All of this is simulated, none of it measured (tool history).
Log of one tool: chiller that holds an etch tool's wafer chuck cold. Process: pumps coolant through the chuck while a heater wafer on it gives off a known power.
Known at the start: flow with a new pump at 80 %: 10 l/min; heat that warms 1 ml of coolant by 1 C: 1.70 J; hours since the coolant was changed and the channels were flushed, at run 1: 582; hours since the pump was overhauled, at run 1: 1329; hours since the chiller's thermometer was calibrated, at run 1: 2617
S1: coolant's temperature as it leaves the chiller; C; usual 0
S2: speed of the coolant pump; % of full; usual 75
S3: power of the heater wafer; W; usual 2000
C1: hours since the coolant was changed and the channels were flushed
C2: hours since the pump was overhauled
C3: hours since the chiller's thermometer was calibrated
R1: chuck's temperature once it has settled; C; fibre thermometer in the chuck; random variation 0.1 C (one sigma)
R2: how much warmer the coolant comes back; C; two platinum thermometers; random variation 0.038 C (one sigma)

run     day  S1  S2    S3    C1    C2    C3    R1     R2
  1       0   0  75  2000   582  1329  2617  14.9   7.81
  2   1.312   0  75  2000   613  1360  2649  15.1   7.84
  3   2.529   0  75  2000   642  1389  2678  15.2   7.74
  4   3.979   0  75  2000   677  1424  2713  15.1   7.77
  5   5.496   0  75  2000   714  1460  2749    15   7.82
  6   7.871   0  75  1394   771  1517  2806  10.6   5.41
  7   9.992   0  75  2065   821  1568  2857  15.6   8.06
  8  11.583   0  75  2329   860  1607  2895  17.7    9.1
  9  13.779   0  75  2000   912  1659  2948  15.1   7.78
 10  15.412   0  75  1307   952  1698  2987   9.9   5.15
 11  17.142   0  75  2000   993  1740  3029  15.2   7.88
 12  18.929   0  71  2000  1036  1783  3071  16.1   8.32
 13  21.396   0  68  2000  1095  1842  3131  16.6   8.72
 14  23.546   0  68  2000  1147  1894  3182  16.8   8.76
 15  25.396   0  68  2000  1191  1938  3227  16.8   8.85
 16  27.275   0  75  2000  1236  1983  3272  15.5   7.83
 17  29.329   0  75  2000  1286  2032  3321  15.2   7.93
 18  32.175   0  75  2000  1354  2101  3389  15.3   7.88
 19    33.9   0  72  1921  1395  2142  3431  15.1    7.9
 20  36.508  -2  69  1954  1458  2205  3493  14.3   8.55
     36.962  -- coolant pump overhauled
 21  39.029   4  74  1466  1513    50  3549  15.5   5.99
 22  40.788   9  60  1893  1556    92  3591  27.2   9.87
     42.558  -- coolant pump overhauled, once more
 23  42.812   6  70  1045  1599     6  3635  14.2   4.34
 24  45.404   4  65  2586  1661    68  3697  26.4  11.56
 25  48.196   4  65  2586  1728   135  3764  26.4  11.62
 26  50.871   4  65  2586  1793   199  3828  26.6  11.69
 27      53   0  75  1766  1844   251  3879  13.3   6.77
 28  55.325   0  75  1766  1899   306  3935  13.2   6.75
 29  56.896   0  75  1766  1937   344  3973  13.3    6.8
     58.504  -- chiller's thermometer calibrated
 30  58.617   0  75  1766  1978   384     3  13.7   6.77
 31  60.967  10  91  2429  2034   441    59    26   7.45
 32  63.371  10  91  2429  2092   498   117  26.1   7.51
 33  66.192   1  73  2429  2159   566   185  20.5   9.66

Hidden state at the last listed run before each entry between runs and at the first one after, where it differs:
Between runs 20 and 21: coolant pump overhauled (day 36.962)
  heat passed by the chuck's channels, % of clean ones': 96.7 -> 96.6; flow at a given pump speed, % of a new pump's: 96.4 -> 94.6; coolant's true temperature over the reading, C: -0.51 -> -0.52
  measured less the result without the state, R1: +0.4 -> +0.3 C; R2: +0.3 -> +0.32 C
Between runs 22 and 23: coolant pump overhauled, once more (day 42.558)
  heat passed by the chuck's channels, % of clean ones': 96.5 -> 96.4; flow at a given pump speed, % of a new pump's: 94.5 -> 99.4
  measured less the result without the state, R1: +0.7 -> -0.3 C; R2: +0.54 -> +0.03 C
Between runs 29 and 30: chiller's thermometer calibrated (day 58.504)
  heat passed by the chuck's channels, % of clean ones': 95.7 -> 95.6; flow at a given pump speed, % of a new pump's: 98.9 -> 98.8; coolant's true temperature over the reading, C: -0.58 -> -0.1
  measured less the result without the state, R1: +0 -> +0.4 C; R2: +0.07 -> +0.08 C

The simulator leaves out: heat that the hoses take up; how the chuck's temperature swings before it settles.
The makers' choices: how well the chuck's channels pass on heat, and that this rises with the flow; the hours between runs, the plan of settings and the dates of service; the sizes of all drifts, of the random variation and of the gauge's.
